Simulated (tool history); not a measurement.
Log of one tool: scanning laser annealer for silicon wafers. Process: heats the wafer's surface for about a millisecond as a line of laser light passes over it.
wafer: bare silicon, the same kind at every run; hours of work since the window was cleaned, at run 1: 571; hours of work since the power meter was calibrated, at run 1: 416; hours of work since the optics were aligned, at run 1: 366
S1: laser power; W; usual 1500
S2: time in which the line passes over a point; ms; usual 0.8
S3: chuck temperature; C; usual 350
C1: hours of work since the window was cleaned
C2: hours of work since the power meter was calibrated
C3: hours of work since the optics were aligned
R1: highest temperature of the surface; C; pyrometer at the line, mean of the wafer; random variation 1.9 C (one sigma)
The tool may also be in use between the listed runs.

run     day    S1     S2   S3   C1    C2    C3    R1
  1       0  1500    0.8  350  571   416   366  1083
  2   1.779  1500    0.8  350  588   433   384  1082
  3   4.667  1500    0.8  350  617   462   412  1086
  4   5.938  1500    0.8  350  629   474   424  1080
  5   7.967  1500    0.8  379  649   494   444  1112
  6   9.271  1327    0.8  350  662   507   457   977
  7  11.629  1500  0.581  350  685   530   481   956
  8  13.462  1500    0.8  375  703   548   499  1103
  9  16.275  1535    0.8  350  731   576   526  1094
 10  17.917  1535    0.8  350  747   592   542  1094
 11  19.396  1614    0.8  350  762   607   557  1144
 12  21.238  1500    0.8  350  780   625   575  1074
 13  22.846  1500    0.8  350  796   641   591  1074
 14  25.154  1500    0.8  350  818   663   614  1074
 15  26.612  1500    0.8  351  833   678   628  1073
 16  28.604  1500    0.8  351  852   697   647  1070
 17  30.358  1500    0.8  351  869   715   665  1069
 18  32.725  1500  0.717  350  893   738   688  1027
 19  34.058  1500  0.717  350  906   751   701  1024
 20  35.875  1500    0.8  348  924   769   719  1067
 21  37.225  1647  0.687  385  937   782   732  1118
 22  39.762  1601   0.82  335  962   807   757  1120
     41.329  -- window over the wafer cleaned
 23  42.638  1398    0.8  313   13   835   785  1009
 24  45.562  1566    0.8  313   42   863   813  1112
 25  46.912  1375  0.987  350   55   877   827  1113
 26  48.938  1336  0.987  350   75   897   847  1087
 27  50.133  1473  0.992  350   87   908   858  1184
 28  52.462  1498  0.626  383  110   931   881  1036
 29  55.392  1500  0.748  350  138   960   910  1074
 30  57.254  1500  0.748  350  157   978   929  1069
 31  60.092  1586   0.63  370  185  1006   956  1070
 32  61.579  1586   0.63  370  199  1021   971  1069
 33  63.279  1389  0.663  350  216  1038   988   958
 34  65.029  1389  0.595  343  233  1055  1005   914
     66.604  -- optics aligned, line set to its width
 35  66.962  1307  0.716  350  250  1072     4   952
 36  68.525  1565  0.671  341  265  1087    19  1067
 37  70.304  1376  0.674  335  283  1105    36   951
 38  73.079  1376  0.674  335  310  1132    64   951
 39  75.092  1386   0.68  360  330  1152    84   985
 40  77.704  1386  0.718  380  356  1177   109  1021

How the hidden state differs across the entries between the runs, from the last listed run before each to the first after it:
Between runs 22 and 23: window over the wafer cleaned (day 41.329)
  light that passes the window, % of a clean one's: 95.05 -> 99.69; laser's true power over the reading, %: 0.27 -> 0.29; width of the line over the set one, %: 2.18 -> 2.26
  measured less the result without the state, R1: -61 -> -11 C
Between runs 34 and 35: optics aligned, line set to its width (day 66.604)
  light that passes the window, % of a clean one's: 98.58 -> 98.49; laser's true power over the reading, %: 0.48 -> 0.49; width of the line over the set one, %: 2.87 -> 0.02
  measured less the result without the state, R1: -18 -> -8 C

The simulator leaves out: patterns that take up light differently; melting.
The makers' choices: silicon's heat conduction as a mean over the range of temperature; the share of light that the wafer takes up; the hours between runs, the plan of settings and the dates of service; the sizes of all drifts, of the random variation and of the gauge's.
